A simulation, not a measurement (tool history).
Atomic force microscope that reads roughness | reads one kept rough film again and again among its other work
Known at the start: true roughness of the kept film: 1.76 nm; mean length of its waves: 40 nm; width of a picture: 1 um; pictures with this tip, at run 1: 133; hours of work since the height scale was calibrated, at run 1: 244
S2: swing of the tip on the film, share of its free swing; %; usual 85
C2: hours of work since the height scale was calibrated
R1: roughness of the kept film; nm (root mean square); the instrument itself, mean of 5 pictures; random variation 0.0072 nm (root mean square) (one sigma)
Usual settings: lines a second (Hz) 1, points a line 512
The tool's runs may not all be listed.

{"run": 1, "hour": 0.0, "lines a second (Hz)": 1, "S2": 85, "points a line": 512, "pictures with this tip": 133, "C2": 244, "R1": 1.42}
{"hour": 56.4, "done": "new tip fitted"}
{"run": 2, "hour": 57.6, "lines a second (Hz)": 1.24, "S2": 85, "points a line": 512, "pictures with this tip": 2, "C2": 278, "R1": 1.451}
{"run": 3, "hour": 89.2, "lines a second (Hz)": 1.24, "S2": 85, "points a line": 512, "pictures with this tip": 39, "C2": 298, "R1": 1.433}
{"run": 4, "hour": 130.9, "lines a second (Hz)": 1.02, "S2": 85, "points a line": 512, "pictures with this tip": 87, "C2": 323, "R1": 1.443}
{"run": 5, "hour": 165.7, "lines a second (Hz)": 1.02, "S2": 57, "points a line": 512, "pictures with this tip": 128, "C2": 344, "R1": 1.547}
{"run": 6, "hour": 201.6, "lines a second (Hz)": 1.02, "S2": 57, "points a line": 512, "pictures with this tip": 170, "C2": 366, "R1": 1.539}
{"hour": 224.6, "done": "new tip fitted"}
{"run": 7, "hour": 238.4, "lines a second (Hz)": 1.02, "S2": 57, "points a line": 512, "pictures with this tip": 16, "C2": 388, "R1": 1.62}
{"hour": 242.8, "done": "height scale calibrated on a step standard"}
{"run": 8, "hour": 273.3, "lines a second (Hz)": 1.02, "S2": 69, "points a line": 512, "pictures with this tip": 56, "C2": 19, "R1": 1.555}
{"run": 9, "hour": 329.5, "lines a second (Hz)": 1, "S2": 85, "points a line": 512, "pictures with this tip": 122, "C2": 53, "R1": 1.412}
{"run": 10, "hour": 375.1, "lines a second (Hz)": 2.83, "S2": 68, "points a line": 595, "pictures with this tip": 175, "C2": 81, "R1": 1.375}
{"hour": 398.8, "done": "new tip fitted"}
{"run": 11, "hour": 404.8, "lines a second (Hz)": 1.06, "S2": 82, "points a line": 760, "pictures with this tip": 7, "C2": 99, "R1": 1.527}
{"run": 12, "hour": 463.7, "lines a second (Hz)": 1.01, "S2": 65, "points a line": 279, "pictures with this tip": 76, "C2": 134, "R1": 1.562}
{"run": 13, "hour": 524.4, "lines a second (Hz)": 0.86, "S2": 86, "points a line": 936, "pictures with this tip": 147, "C2": 171, "R1": 1.436}
{"run": 14, "hour": 554.5, "lines a second (Hz)": 0.66, "S2": 83, "points a line": 722, "pictures with this tip": 183, "C2": 190, "R1": 1.46}
{"hour": 567.8, "done": "new tip fitted"}
{"hour": 584.6, "done": "height scale calibrated on a step standard, once more"}
{"run": 15, "hour": 600.9, "lines a second (Hz)": 0.66, "S2": 83, "points a line": 722, "pictures with this tip": 37, "C2": 10, "R1": 1.528}
{"run": 16, "hour": 627.1, "lines a second (Hz)": 1, "S2": 57, "points a line": 586, "pictures with this tip": 68, "C2": 26, "R1": 1.6}
{"run": 17, "hour": 657.2, "lines a second (Hz)": 1, "S2": 57, "points a line": 586, "pictures with this tip": 103, "C2": 44, "R1": 1.561}

5 ways to go on from here, each from the tool as it stands after run 17. What would each give?
{"run": "A", "hour": 717.6, "lines a second (Hz)": 3.76, "S2": 57, "points a line": 258, "pictures with this tip": 174, "C2": 81, "R1": "?"}
{"run": "B", "hour": 717.6, "lines a second (Hz)": 1.54, "S2": 57, "points a line": 411, "pictures with this tip": 174, "C2": 81, "R1": "?"}
{"run": "C", "hour": 717.6, "lines a second (Hz)": 1, "S2": 59, "points a line": 371, "pictures with this tip": 174, "C2": 81, "R1": "?"}
{"run": "D", "hour": 717.6, "lines a second (Hz)": 3.47, "S2": 57, "points a line": 586, "pictures with this tip": 174, "C2": 81, "R1": "?"}
{"run": "E", "hour": 717.6, "lines a second (Hz)": 3.64, "S2": 84, "points a line": 619, "pictures with this tip": 174, "C2": 81, "R1": "?"}

run=A R1=1.413
run=B R1=1.499
run=C R1=1.504
run=D R1=1.432
run=E R1=1.086
Without the tool's hidden state the same runs would have given:
run=A R1=1.524
run=B R1=1.617
run=C R1=1.623
run=D R1=1.545
run=E R1=1.171
